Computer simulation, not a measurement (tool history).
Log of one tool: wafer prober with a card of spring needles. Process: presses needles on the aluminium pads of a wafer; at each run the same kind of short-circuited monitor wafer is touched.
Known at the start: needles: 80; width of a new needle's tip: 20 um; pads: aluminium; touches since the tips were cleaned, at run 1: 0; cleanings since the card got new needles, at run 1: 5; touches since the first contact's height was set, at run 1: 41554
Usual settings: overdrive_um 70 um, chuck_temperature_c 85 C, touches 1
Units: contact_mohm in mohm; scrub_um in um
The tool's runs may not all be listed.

| run | hour | overdrive_um | chuck_temperature_c | touches | touches since the tips were cleaned | cleanings since the card got new needles | touches since the first contact's height was set | contact_mohm | scrub_um |
|---|---|---|---|---|---|---|---|---|---|
| 1 | 0 | 70 | 85 | 1 | 0 | 5 | 41554 | 171 | 11.53 |
|  | 20.7 | tips cleaned on abrasive film |
|  | 39.4 | tips cleaned on abrasive film |
| 2 | 39.4 | 70 | 85 | 1 | 0 | 7 | 56276 | 165 | 11.32 |
|  | 59.5 | tips cleaned on abrasive film |
| 3 | 70.5 | 70 | 85 | 1 | 4113 | 8 | 67917 | 196 | 11.4 |
|  | 79.9 | tips cleaned on abrasive film |
|  | 98.2 | tips cleaned on abrasive film |
| 4 | 102.2 | 70 | 85 | 1 | 1513 | 10 | 79756 | 179 | 11.27 |
|  | 118 | tips cleaned on abrasive film |
| 5 | 135.3 | 70 | 85 | 1 | 6500 | 11 | 92139 | 209 | 11.3 |
|  | 139.3 | tips cleaned on abrasive film |
|  | 158.6 | tips cleaned on abrasive film |
| 6 | 162.2 | 70 | 85 | 1 | 1349 | 13 | 102183 | 181 | 11.28 |
|  | 177.1 | tips cleaned on abrasive film |
| 7 | 180.5 | 70 | 85 | 1 | 1311 | 14 | 109023 | 179 | 11.22 |
|  | 197 | tips cleaned on abrasive film |
| 8 | 206.9 | 53 | 36 | 2 | 3707 | 15 | 118866 | 193 | 8.4 |
|  | 215.8 | tips cleaned on abrasive film |
|  | 234.4 | tips cleaned on abrasive film |
| 9 | 241.7 | 70 | 59 | 1 | 2767 | 17 | 131892 | 188 | 11.33 |
|  | 254.7 | tips cleaned on abrasive film |
|  | 274.2 | tips cleaned on abrasive film |
| 10 | 278 | 65 | 39 | 1 | 1446 | 19 | 145439 | 176 | 10.29 |
|  | 294.3 | tips cleaned on abrasive film |
| 11 | 307.2 | 67 | 61 | 1 | 4839 | 20 | 156364 | 202 | 10.54 |
|  | 315.2 | tips cleaned on abrasive film |
| 12 | 331.9 | 51 | 31 | 1 | 6262 | 21 | 165598 | 254 | 8.01 |
|  | 334 | tips cleaned on abrasive film |
|  | 352.8 | tips cleaned on abrasive film |
| 13 | 352.8 | 70 | 49 | 1 | 0 | 23 | 173369 | 161 | 11.23 |

Measured less the same run without the tool's hidden state. The same run-to-run variation is in both; the gauge's scatter may not be:
The hidden state here: debris on the tips, nm; way that the needles fall short of the set height, um; tips' diameter, um; drift of the gauge itself on contact_mohm, %; drift of the gauge itself on scrub_um, %.
| run | contact_mohm | scrub_um |
|---|---|---|
| 1 | +6 | -0.07 |
| 2 | +4 | -0.11 |
| 3 | +34 | -0.13 |
| 4 | +18 | -0.17 |
| 5 | +49 | -0.18 |
| 6 | +16 | -0.21 |
| 7 | +16 | -0.24 |
| 8 | +37 | -0.25 |
| 9 | +30 | -0.28 |
| 10 | +22 | -0.32 |
| 11 | +44 | -0.33 |
| 12 | +98 | -0.35 |
| 13 | +5 | -0.39 |
